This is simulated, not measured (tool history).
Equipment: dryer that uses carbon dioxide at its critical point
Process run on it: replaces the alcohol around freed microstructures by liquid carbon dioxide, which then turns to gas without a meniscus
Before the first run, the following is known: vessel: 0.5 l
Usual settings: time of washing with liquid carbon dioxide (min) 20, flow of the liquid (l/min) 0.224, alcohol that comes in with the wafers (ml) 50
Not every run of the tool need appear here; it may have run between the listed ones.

run,day,time of washing with liquid carbon dioxide (min),flow of the liquid (l/min),alcohol that comes in with the wafers (ml),alcohol left in the vessel before it's heated (ppm by volume)
1,0,20,0.224,50,71
2,0.433,19,0.224,50,85
3,0.754,14,0.224,50,525
4,1.008,14,0.224,50,540
5,1.208,14,0.224,50,544
6,1.467,20,0.224,99,116
7,1.717,20,0.224,99,115
8,1.942,20,0.272,50,21
9,2.138,20,0.224,50,77
10,2.488,20,0.224,50,90
11,2.758,20,0.224,50,83
12,3.112,20,0.224,50,77
13,3.433,20,0.224,50,84
14,3.871,14,0.224,50,553
15,4.233,14,0.224,50,562
16,4.475,14,0.224,50,560
17,4.746,20,0.359,50,21
18,5,20,0.224,22,58
19,5.271,20,0.224,50,85
20,5.588,20,0.224,50,80
21,5.908,20,0.224,50,80
22,6.267,20,0.343,50,24
23,6.492,20,0.343,50,20
24,6.838,20,0.183,44,219
25,7.192,20,0.183,44,220
26,7.554,20,0.154,95,1065
27,7.912,25,0.224,50,33
28,8.3,25,0.224,50,37
29,8.729,25,0.224,50,36
30,8.917,26,0.16,97,214
31,9.246,14,0.233,50,480
32,9.679,14,0.154,91,4938
33,9.908,17,0.178,72,950
34,10.292,12,0.223,31,759
35,10.579,26,0.218,57,42
36,10.871,26,0.218,57,34
37,11.158,21,0.294,52,42
38,11.404,20,0.233,87,120
39,11.783,25,0.157,50,187
40,12.108,20,0.224,37,93
41,12.492,20,0.224,37,89
42,12.767,20,0.208,28,100
43,13.092,18,0.381,27,43
44,13.546,18,0.381,27,35

Below, some changes in alcohol left in the vessel before it's heated (ppm by volume) between adjacent runs. For each, the amount present without the hidden state too (settings, incoming material, random variation) and the amount remaining for the hidden state with gauge scatter not shared by both compared results:
Hidden state at play: flow that reaches the vessel past the clogged filter, %; alcohol in the recycled carbon dioxide, ppm; drift of the gauge itself on alcohol_ppm, %.
Run 26 -> 27: time of washing with liquid carbon dioxide (min) 20 -> 25, flow of the liquid (l/min) 0.154 -> 0.224, alcohol that comes in with the wafers (ml) 95 -> 50. alcohol left in the vessel before it's heated (ppm by volume) -1032: hidden state -254, all else -778.
Run 31 -> 32: flow of the liquid (l/min) 0.233 -> 0.154, alcohol that comes in with the wafers (ml) 50 -> 91. alcohol left in the vessel before it's heated (ppm by volume) +4458: hidden state +810, all else +3648.
Run 32 -> 33: time of washing with liquid carbon dioxide (min) 14 -> 17, flow of the liquid (l/min) 0.154 -> 0.178, alcohol that comes in with the wafers (ml) 91 -> 72. alcohol left in the vessel before it's heated (ppm by volume) -3988: hidden state -694, all else -3294.
